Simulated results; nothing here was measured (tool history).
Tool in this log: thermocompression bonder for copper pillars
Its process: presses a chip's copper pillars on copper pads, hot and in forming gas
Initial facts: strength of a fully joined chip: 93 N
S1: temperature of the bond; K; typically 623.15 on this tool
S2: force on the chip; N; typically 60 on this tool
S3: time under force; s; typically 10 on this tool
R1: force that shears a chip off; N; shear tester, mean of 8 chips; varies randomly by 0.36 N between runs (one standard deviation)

run   hour      S1  S2  S3    R1
  1    0.0  623.15  60  10  47.3
  2    6.4  623.15  60  10  47.3
  3   12.2  623.15  55  10  44.2
  4   17.3  623.15  55  10  44.2
  5   22.6  623.15  60  10  47.0
  6   28.0  610.15  60  10  42.7
  7   33.3  610.15  60  10  42.4
  8   37.8  610.15  60  10  42.9
  9   45.5  636.15  60  10  51.6
 10   53.6  636.15  60  10  51.3
 11   62.4  623.15  60  10  47.2
 12   68.5  623.15  60  10  47.2
 13   74.0  623.15  60  10  46.2
 14   79.5  623.15  60  10  47.0
 15   85.2  623.15  60  10  46.3
 16   93.0  623.15  60  10  46.8
 17  100.0  643.15  60  10  53.8
 18  104.7  623.15  60  20  58.1
 19  114.2  601.15  60  20  49.8
 20  119.5  623.15  49  10  40.6
 21  124.3  640.15  50  25  60.1
     127.2  -- heater calibrated with a thermocouple chip
 22  135.3  640.15  50  25  61.5
 23  139.3  640.15  50  25  61.5
 24  145.6  640.15  50  25  61.2
     148.8  -- heater calibrated with a thermocouple chip, once more
 25  157.0  623.15  60   8  42.5
 26  165.0  632.15  60  17  57.0
 27  170.6  623.15  41  10  34.0
 28  178.7  618.15  46   8  33.6
 29  187.9  618.15  46   8  33.1
 30  196.6  623.15  40  10  34.1
     198.2  -- forming gas filter changed
 31  202.0  623.15  90  17  73.0
 32  209.4  623.15  65  10  53.7
 33  217.1  594.15  85  18  60.9
 34  221.9  623.15  38  10  34.6
 35  227.9  596.15  38  21  36.1
 36  235.4  596.15  38  21  36.0
 37  244.0  638.15  89   9  67.6
 38  248.9  623.15  90   7  58.9
 39  255.4  599.15  60  10  41.1
 40  263.4  618.15  53   5  33.8

4 ways to go on from here, each from the tool as it stands after run 40. What would each give?
  A  271.3  652.15  53   5   ?
  B  271.3  639.15  74   8   ?
  C  271.3  633.15  67   9   ?
  D  271.3  637.15  60  12   ?

run    R1
  A  44.5
  B  60.1
  C  56.4
  D  57.7
The same runs, with their run-to-run variation unchanged, on a tool lacking any hidden condition would have given:
run    R1
  A  44.5
  B  60.1
  C  56.4
  D  57.7
